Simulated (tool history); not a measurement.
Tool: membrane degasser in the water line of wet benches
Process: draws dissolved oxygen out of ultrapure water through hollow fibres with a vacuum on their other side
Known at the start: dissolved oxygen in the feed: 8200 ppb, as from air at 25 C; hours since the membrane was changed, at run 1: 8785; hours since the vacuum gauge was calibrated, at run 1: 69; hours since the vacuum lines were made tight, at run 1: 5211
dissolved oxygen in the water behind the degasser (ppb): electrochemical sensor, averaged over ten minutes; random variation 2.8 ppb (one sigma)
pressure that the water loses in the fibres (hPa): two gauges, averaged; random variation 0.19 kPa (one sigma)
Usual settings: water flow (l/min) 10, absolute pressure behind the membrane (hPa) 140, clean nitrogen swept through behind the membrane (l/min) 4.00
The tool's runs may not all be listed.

run,hour,water flow (l/min),absolute pressure behind the membrane (hPa),clean nitrogen swept through behind the membrane (l/min),hours since the membrane was changed,hours since the vacuum gauge was calibrated,hours since the vacuum lines were made tight,dissolved oxygen in the water behind the degasser (ppb),pressure that the water loses in the fibres (hPa)
1,0.0,10,140,4.00,8785,69,5211,311.6,408.6
2,160.9,10,218,4.00,8946,229,5372,354.9,409.1
3,277.0,10,218,4.00,9062,346,5488,366.7,411.9
4,529.0,10,140,4.00,9314,598,5740,319.2,413.6
5,702.0,10,140,4.00,9487,771,5913,318.8,410.9
6,886.3,10,140,4.00,9672,955,6097,318.1,412.7
7,1157.1,10,140,4.00,9942,1226,6368,327.5,414.6
8,1446.4,10,140,4.00,10232,1515,6657,320.8,410.9
9,1629.9,10,140,4.00,10415,1698,6841,318.4,412.4
# hour 1805.5: seals of the vacuum lines changed
10,1913.7,6,140,4.00,10697,1980,108,92.5,248.9
11,2128.5,6,140,4.00,10912,2195,323,92.3,249.5
12,2307.5,6,140,4.00,11091,2374,502,92.6,247.7
13,2423.8,6,140,4.00,11207,2490,618,93.2,247.9
14,2709.7,6,140,4.00,11493,2776,904,94.0,248.3
15,2989.9,8,344,4.04,11773,3057,1184,290.7,330.2
16,3261.7,10,179,4.00,12045,3328,1456,350.1,417.3
17,3465.6,14,188,4.00,12249,3532,1660,681.6,580.9
18,3715.3,14,188,4.00,12499,3782,1910,672.4,584.5
19,3925.3,11,326,6.67,12709,3992,2120,450.9,458.0
20,4074.6,11,326,6.67,12858,4141,2269,455.6,457.4
21,4342.7,11,326,6.67,13126,4409,2537,452.2,463.0

How the hidden state differs across the entries between the runs, from the last listed run before each to the first after it:
Between runs 9 and 10: seals of the vacuum lines changed (hour 1805.5)
  membrane still open, %: 94.9 -> 94.8; true pressure behind the membrane over the reading, kPa: 0.05 -> 0.06; air that leaks in behind the membrane, l/min: 0.0219 -> 0.0038
  measured less the result without the state, dissolved oxygen in the water behind the degasser (ppb): +46.0 -> +13.0; pressure that the water loses in the fibres (hPa): +20.9 -> +12.9

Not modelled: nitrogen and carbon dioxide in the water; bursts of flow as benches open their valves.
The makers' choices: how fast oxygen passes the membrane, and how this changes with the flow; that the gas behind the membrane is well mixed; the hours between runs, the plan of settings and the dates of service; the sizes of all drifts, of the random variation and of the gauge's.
